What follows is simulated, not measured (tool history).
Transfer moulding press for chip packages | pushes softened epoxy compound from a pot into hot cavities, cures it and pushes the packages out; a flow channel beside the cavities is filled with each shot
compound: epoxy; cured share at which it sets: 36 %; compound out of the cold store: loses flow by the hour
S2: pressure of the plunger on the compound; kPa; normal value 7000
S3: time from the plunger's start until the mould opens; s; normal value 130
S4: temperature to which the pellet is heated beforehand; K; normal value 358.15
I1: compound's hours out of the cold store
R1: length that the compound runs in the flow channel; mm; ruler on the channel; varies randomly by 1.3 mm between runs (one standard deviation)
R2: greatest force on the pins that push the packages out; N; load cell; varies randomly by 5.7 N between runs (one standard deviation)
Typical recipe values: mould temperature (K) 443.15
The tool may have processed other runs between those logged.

run 1 hour=0 | mould_temperature_(K)=443.15 S2=7000 S3=130 S4=358.15 | I1=40.7 | R1=533 R2=302
-- hour=12.6 cavities cleaned with cleaning compound and waxed
run 2 hour=39.3 | mould_temperature_(K)=443.15 S2=7000 S3=130 S4=358.15 | I1=13.6 | R1=584 R2=445
run 3 hour=71.4 | mould_temperature_(K)=443.15 S2=7000 S3=130 S4=358.15 | I1=46 | R1=518 R2=408
-- hour=76.4 cavities cleaned with cleaning compound and waxed
run 4 hour=94.6 | mould_temperature_(K)=443.15 S2=7000 S3=130 S4=358.15 | I1=24.8 | R1=557 R2=268
-- hour=137.6 cavities cleaned with cleaning compound and waxed
run 5 hour=139.4 | mould_temperature_(K)=443.15 S2=7000 S3=153 S4=358.15 | I1=19.8 | R1=564 R2=179
-- hour=161.2 cavities cleaned with cleaning compound and waxed, once more
run 6 hour=162.8 | mould_temperature_(K)=443.15 S2=6120 S3=130 S4=358.15 | I1=34.4 | R1=501 R2=207
-- hour=182.1 plunger's sealing rings changed
run 7 hour=197.5 | mould_temperature_(K)=443.15 S2=6120 S3=130 S4=358.15 | I1=24 | R1=534 R2=297
run 8 hour=220.5 | mould_temperature_(K)=443.15 S2=6120 S3=130 S4=358.15 | I1=30.6 | R1=518 R2=335
-- hour=225.6 cavities cleaned with cleaning compound and waxed
run 9 hour=250 | mould_temperature_(K)=443.15 S2=6120 S3=130 S4=358.15 | I1=27 | R1=523 R2=277
run 10 hour=283.3 | mould_temperature_(K)=443.15 S2=6120 S3=130 S4=358.15 | I1=33.9 | R1=512 R2=333
-- hour=288.9 cavities cleaned with cleaning compound and waxed
run 11 hour=308.9 | mould_temperature_(K)=443.15 S2=7000 S3=130 S4=358.15 | I1=13 | R1=587 R2=261
run 12 hour=343.2 | mould_temperature_(K)=443.15 S2=7000 S3=130 S4=357.15 | I1=36.8 | R1=540 R2=318
-- hour=350.8 cavities cleaned with cleaning compound and waxed
run 13 hour=385 | mould_temperature_(K)=443.15 S2=7000 S3=130 S4=357.15 | I1=27.9 | R1=557 R2=293
-- hour=412.7 cavities cleaned with cleaning compound and waxed
run 14 hour=414.9 | mould_temperature_(K)=443.15 S2=8130 S3=130 S4=358.15 | I1=13.7 | R1=629 R2=212
run 15 hour=439.4 | mould_temperature_(K)=443.15 S2=7000 S3=130 S4=358.15 | I1=34.5 | R1=537 R2=272
run 16 hour=470.7 | mould_temperature_(K)=449.15 S2=5370 S3=130 S4=354.15 | I1=19.2 | R1=486 R2=268
-- hour=476.2 cavities cleaned with cleaning compound and waxed
run 17 hour=504.9 | mould_temperature_(K)=442.15 S2=7800 S3=130 S4=358.15 | I1=36.5 | R1=567 R2=276
-- hour=539.3 cavities cleaned with cleaning compound and waxed
run 18 hour=545.2 | mould_temperature_(K)=442.15 S2=7800 S3=130 S4=358.15 | I1=13 | R1=611 R2=226
run 19 hour=566.5 | mould_temperature_(K)=443.15 S2=6280 S3=130 S4=358.15 | I1=33.9 | R1=510 R2=264
-- hour=580.9 plunger's sealing rings changed
run 20 hour=595.8 | mould_temperature_(K)=440.15 S2=8520 S3=166 S4=364.15 | I1=45.9 | R1=588 R2=269
-- hour=602.7 cavities cleaned with cleaning compound and waxed
run 21 hour=619.8 | mould_temperature_(K)=450.15 S2=6700 S3=133 S4=350.15 | I1=27.3 | R1=528 R2=196
-- hour=664.7 cavities cleaned with cleaning compound and waxed
run 22 hour=666.9 | mould_temperature_(K)=450.15 S2=6700 S3=133 S4=350.15 | I1=23.4 | R1=536 R2=178
-- hour=693 mould's thermocouples calibrated
run 23 hour=696.3 | mould_temperature_(K)=438.15 S2=6700 S3=142 S4=350.15 | I1=34.7 | R1=551 R2=357
-- hour=728.1 cavities cleaned with cleaning compound and waxed
run 24 hour=736.7 | mould_temperature_(K)=451.15 S2=6240 S3=134 S4=363.15 | I1=32.5 | R1=501 R2=181
run 25 hour=775.5 | mould_temperature_(K)=447.15 S2=7000 S3=130 S4=358.15 | I1=21.2 | R1=560 R2=286
-- hour=789.8 cavities cleaned with cleaning compound and waxed
run 26 hour=798.6 | mould_temperature_(K)=447.15 S2=7000 S3=130 S4=358.15 | I1=45.1 | R1=512 R2=202
run 27 hour=834.6 | mould_temperature_(K)=447.15 S2=7000 S3=130 S4=358.15 | I1=26.3 | R1=548 R2=273
-- hour=852 cavities cleaned with cleaning compound and waxed
run 28 hour=870.1 | mould_temperature_(K)=451.15 S2=7000 S3=130 S4=359.15 | I1=25.9 | R1=539 R2=215

Predict each of these 3 candidate next runs independently; none follows another, all start after run 28:
run A hour=890.4 | mould_temperature_(K)=450.15 S2=8490 S3=118 S4=359.15 | I1=34.3 | R1=? R2=?
run B hour=890.4 | mould_temperature_(K)=443.15 S2=8380 S3=147 S4=367.15 | I1=20.2 | R1=? R2=?
run C hour=890.4 | mould_temperature_(K)=443.15 S2=7000 S3=148 S4=358.15 | I1=8.9 | R1=? R2=?

run=A R1=574 R2=254
run=B R1=621 R2=263
run=C R1=593 R2=263
What these runs would have given with no unlogged condition in the tool:
run=A R1=583 R2=169
run=B R1=632 R2=177
run=C R1=603 R2=176
